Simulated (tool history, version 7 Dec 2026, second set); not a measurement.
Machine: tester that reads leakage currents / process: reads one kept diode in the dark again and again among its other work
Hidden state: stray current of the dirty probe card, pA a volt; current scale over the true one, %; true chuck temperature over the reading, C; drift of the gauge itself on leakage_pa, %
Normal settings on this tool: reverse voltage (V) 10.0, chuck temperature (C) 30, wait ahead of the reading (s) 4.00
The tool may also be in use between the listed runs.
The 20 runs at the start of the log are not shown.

run	hour	reverse voltage (V)	chuck temperature (C)	wait ahead of the reading (s)	hours of work since the probe card was cleaned	hours of work since the tester was calibrated	hours of work since the chuck was calibrated	current that the tester gives (pA)
21	503.5	1.6	58	1.36	1391	1333	1279	451.81
22	526.2	3.6	42	4.00	1408	1351	1296	174.66
23	541.4	5.8	50	0.35	1420	1362	1308	418.05
24	564.2	4.4	22	8.20	1437	1380	1325	33.81
25	597.3	1.5	28	6.98	1462	1405	1350	34.82
26	625.9	1.5	28	6.98	1484	1426	1372	35.14
27	645.8	1.5	28	6.98	1499	1441	1387	35.16
28	659.8	1.5	28	2.55	1509	1452	1397	35.40
29	680.5	2.2	47	0.36	1525	1468	1413	215.67
30	695.2	6.7	35	2.80	1536	1479	1424	126.63
31	710.9	4.8	35	0.33	1548	1491	1436	113.18
32	738.7	4.8	35	0.33	1569	1512	1457	113.04
33	768.9	3.2	35	0.39	1592	1535	1480	93.33
34	798.4	3.2	35	0.39	1614	1557	1502	93.73
35	819.9	2.8	40	0.67	1631	1573	1519	133.41
36	835.7	1.8	46	0.45	1643	1585	1531	182.69
37	860.3	1.8	46	0.45	1661	1604	1549	182.24
38	881.8	2.6	30	0.43	1678	1620	1566	55.42
39	910.4	2.9	35	4.00	1699	1642	1587	87.41

What if the next run were any one of these 5? Each begins from the tool's condition after run 39:
A	943.5	10.6	35	4.00	1725	1667	1612	?
B	943.5	10.0	33	1.99	1725	1667	1612	?
C	943.5	1.3	27	5.49	1725	1667	1612	?
D	943.5	3.3	27	4.00	1725	1667	1612	?
E	943.5	2.6	24	1.44	1725	1667	1612	?

run	current that the tester gives (pA)
A	156.02
B	129.69
C	29.97
D	46.14
E	32.10
Had the tool no hidden state, the same runs would have come out as:
run	current that the tester gives (pA)
A	153.38
B	126.17
C	30.43
D	45.33
E	31.21
